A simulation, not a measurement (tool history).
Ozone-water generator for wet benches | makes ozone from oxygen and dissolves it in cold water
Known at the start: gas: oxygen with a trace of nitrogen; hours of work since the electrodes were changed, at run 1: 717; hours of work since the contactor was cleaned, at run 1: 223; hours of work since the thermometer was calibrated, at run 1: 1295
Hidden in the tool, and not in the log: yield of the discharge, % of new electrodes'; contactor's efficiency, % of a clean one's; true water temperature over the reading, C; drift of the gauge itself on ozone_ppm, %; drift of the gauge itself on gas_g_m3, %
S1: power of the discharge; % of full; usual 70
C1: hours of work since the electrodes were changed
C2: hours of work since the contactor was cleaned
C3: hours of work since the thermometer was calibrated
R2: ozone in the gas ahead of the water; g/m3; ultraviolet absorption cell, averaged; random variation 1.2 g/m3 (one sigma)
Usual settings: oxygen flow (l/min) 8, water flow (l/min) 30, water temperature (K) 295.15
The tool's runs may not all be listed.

run 1 hour=0 | S1=70 oxygen_flow_(l/min)=8 water_flow_(l/min)=30 water_temperature_(K)=295.15 | C1=717 C2=223 C3=1295 | dissolved_ozone_(ppm)=24.4 R2=215.3
run 2 hour=122 | S1=70 oxygen_flow_(l/min)=8 water_flow_(l/min)=30 water_temperature_(K)=295.15 | C1=793 C2=298 C3=1371 | dissolved_ozone_(ppm)=24.2 R2=214.3
run 3 hour=194.4 | S1=70 oxygen_flow_(l/min)=8 water_flow_(l/min)=30 water_temperature_(K)=295.15 | C1=837 C2=343 C3=1415 | dissolved_ozone_(ppm)=24.4 R2=215.8
run 4 hour=271 | S1=70 oxygen_flow_(l/min)=8 water_flow_(l/min)=30 water_temperature_(K)=295.15 | C1=885 C2=391 C3=1463 | dissolved_ozone_(ppm)=24.1 R2=212.9
run 5 hour=367.3 | S1=70 oxygen_flow_(l/min)=8 water_flow_(l/min)=30 water_temperature_(K)=295.15 | C1=944 C2=450 C3=1522 | dissolved_ozone_(ppm)=24.2 R2=213.4
run 6 hour=427.1 | S1=70 oxygen_flow_(l/min)=8 water_flow_(l/min)=28 water_temperature_(K)=295.15 | C1=981 C2=487 C3=1559 | dissolved_ozone_(ppm)=25.4 R2=214.6
run 7 hour=565.7 | S1=53 oxygen_flow_(l/min)=5.23 water_flow_(l/min)=28 water_temperature_(K)=300.15 | C1=1067 C2=573 C3=1645 | dissolved_ozone_(ppm)=16.9 R2=190.7
run 8 hour=642.3 | S1=53 oxygen_flow_(l/min)=9.08 water_flow_(l/min)=25 water_temperature_(K)=300.15 | C1=1114 C2=620 C3=1692 | dissolved_ozone_(ppm)=19.7 R2=157.7
run 9 hour=720.3 | S1=54 oxygen_flow_(l/min)=4.49 water_flow_(l/min)=25 water_temperature_(K)=300.15 | C1=1163 C2=668 C3=1741 | dissolved_ozone_(ppm)=18.4 R2=206.9
run 10 hour=851.6 | S1=54 oxygen_flow_(l/min)=4.49 water_flow_(l/min)=30 water_temperature_(K)=289.15 | C1=1244 C2=750 C3=1822 | dissolved_ozone_(ppm)=17.6 R2=206.1

Hidden state or all else? Some run-to-run changes of dissolved ozone (ppm), split into what the settings, what came in and random variation would give without the hidden state, and what is left for the hidden state (with any gauge scatter that isn't in both results):
Run 6 -> 7: S1 70 -> 53, oxygen flow (l/min) 8 -> 5.23, water temperature (K) 295.15 -> 300.15. dissolved ozone (ppm) -8.5: hidden state +0.5, all else -9.
